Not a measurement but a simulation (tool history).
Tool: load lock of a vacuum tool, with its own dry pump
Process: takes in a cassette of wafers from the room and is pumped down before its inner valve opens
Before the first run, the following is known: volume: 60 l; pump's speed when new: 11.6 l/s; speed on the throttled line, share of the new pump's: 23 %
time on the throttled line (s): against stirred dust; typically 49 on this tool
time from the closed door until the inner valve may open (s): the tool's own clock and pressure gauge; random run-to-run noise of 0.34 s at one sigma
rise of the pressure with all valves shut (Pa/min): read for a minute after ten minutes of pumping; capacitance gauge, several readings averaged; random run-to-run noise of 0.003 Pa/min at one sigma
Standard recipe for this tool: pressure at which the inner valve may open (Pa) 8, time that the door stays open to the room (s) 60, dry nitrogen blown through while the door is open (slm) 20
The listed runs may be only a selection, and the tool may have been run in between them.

run    hour  time on the throttled line (s)  pressure at which the inner valve may open (Pa)  time that the door stays open to the room (s)  dry nitrogen blown through while the door is open (slm)  incoming humidity of the room's air, %  time from the closed door until the inner valve may open (s)  rise of the pressure with all valves shut (Pa/min)
  1     0.0                              49                                                8                                             60                                                       20                                    48.4                                                          88.0                                               0.084
  2   294.5                              49                                                8                                             60                                                       20                                    45.1                                                          88.2                                               0.088
  3   593.5                              49                                                7                                             60                                                       20                                    43.3                                                          88.7                                               0.088
  4   728.9                              49                                                7                                             60                                                       20                                    43.0                                                          88.5                                               0.086
  5  1020.9                              49                                                8                                             60                                                       20                                    44.3                                                          87.9                                               0.093
  6  1249.5                              49                                                8                                             60                                                       20                                    44.8                                                          88.1                                               0.091
  7  1528.5                              49                                                8                                             60                                                       20                                    44.3                                                          88.6                                               0.087
  8  1765.5                              49                                                8                                             60                                                       20                                    44.6                                                          88.6                                               0.096
  9  1962.1                              49                                                8                                            175                                                       20                                    44.7                                                          87.8                                               0.109
 10  2096.8                              49                                               13                                             60                                                       20                                    47.3                                                          86.1                                               0.102
 11  2223.3                              49                                               13                                             60                                                       20                                    45.5                                                          85.6                                               0.104
 12  2501.0                              49                                               13                                             60                                                       20                                    46.4                                                          86.0                                               0.105
 13  2697.5                              49                                               11                                             47                                                       20                                    44.9                                                          86.6                                               0.094
 14  2963.7                              49                                               10                                             47                                                       20                                    43.8                                                          87.2                                               0.093
 15  3132.3                              49                                               10                                             47                                                       20                                    42.9                                                          87.6                                               0.103
 16  3364.7                              66                                                9                                            105                                                       11                                    45.8                                                         101.8                                               0.129
 17  3623.8                              49                                                9                                             60                                                       13                                    45.4                                                          88.0                                               0.119
 18  3890.6                              49                                                9                                             60                                                       13                                    45.3                                                          88.3                                               0.117

What if the next run were any one of these 3? Each begins from the tool's condition after run 18:
  A  4137.9                              49                                               10                                             38                                                       13                                    49.6                                                             ?                                                   ?
  B  4137.9                              94                                                9                                            198                                                       13                                    45.7                                                             ?                                                   ?
  C  4137.9                              35                                                8                                             60                                                       20                                    48.6                                                             ?                                                   ?

run  time from the closed door until the inner valve may open (s)  rise of the pressure with all valves shut (Pa/min)
  A                                                          88.1                                               0.118
  B                                                         122.6                                               0.136
  C                                                          77.7                                               0.109
The same runs, with their run-to-run variation unchanged, on a tool lacking any hidden condition would have given:
run  time from the closed door until the inner valve may open (s)  rise of the pressure with all valves shut (Pa/min)
  A                                                          86.2                                               0.044
  B                                                         121.3                                               0.063
  C                                                          75.5                                               0.037
